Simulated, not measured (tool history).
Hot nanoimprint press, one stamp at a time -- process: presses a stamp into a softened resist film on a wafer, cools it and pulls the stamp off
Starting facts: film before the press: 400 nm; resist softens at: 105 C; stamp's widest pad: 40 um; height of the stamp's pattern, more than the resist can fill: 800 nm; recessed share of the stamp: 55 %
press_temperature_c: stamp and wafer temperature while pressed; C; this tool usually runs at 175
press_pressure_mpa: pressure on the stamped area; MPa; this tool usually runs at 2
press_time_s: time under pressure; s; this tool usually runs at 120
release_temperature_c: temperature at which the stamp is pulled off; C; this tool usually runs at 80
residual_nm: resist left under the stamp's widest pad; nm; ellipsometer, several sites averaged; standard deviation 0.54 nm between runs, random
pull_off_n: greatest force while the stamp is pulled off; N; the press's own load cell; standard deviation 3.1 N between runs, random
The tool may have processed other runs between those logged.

| run | day | press_temperature_c | press_pressure_mpa | press_time_s | release_temperature_c | residual_nm | pull_off_n |
|---|---|---|---|---|---|---|---|
| 1 | 0 | 175 | 2 | 120 | 80 | 142.2 | 149 |
| 2 | 1.033 | 175 | 1.43 | 120 | 80 | 167.7 | 146 |
| 3 | 2.054 | 175 | 2 | 120 | 86 | 141.5 | 130 |
|  | 2.392 | plate thermocouple calibrated |
| 4 | 3.479 | 175 | 2 | 120 | 86 | 142.4 | 135 |
| 5 | 4.238 | 175 | 2 | 120 | 86 | 142.3 | 135 |
| 6 | 4.992 | 175 | 3.05 | 120 | 80 | 114.6 | 145 |
| 7 | 6.129 | 175 | 3.05 | 120 | 80 | 114.5 | 150 |
| 8 | 7.217 | 175 | 2.84 | 136 | 80 | 113.6 | 141 |
|  | 8.288 | stamp cleaned and given a new release coat |
| 9 | 8.779 | 175 | 2.84 | 136 | 80 | 112.9 | 153 |
| 10 | 9.629 | 175 | 2.84 | 136 | 80 | 113.3 | 145 |
| 11 | 10.571 | 167 | 2.6 | 182 | 79 | 154.4 | 152 |

Forecast each of these 3 alternatives for the next run:
| A | 11.629 | 173 | 1.43 | 167 | 80 | ? | ? |
| B | 11.629 | 167 | 2.6 | 182 | 80 | ? | ? |
| C | 11.629 | 175 | 2 | 98 | 80 | ? | ? |

| run | residual_nm | pull_off_n |
|---|---|---|
| A | 163.5 | 149 |
| B | 154.9 | 147 |
| C | 155.1 | 142 |
Stripped of hidden state, with their random variation kept, the same runs would have yielded:
| run | residual_nm | pull_off_n |
|---|---|---|
| A | 162.2 | 148 |
| B | 153.6 | 146 |
| C | 153.9 | 142 |
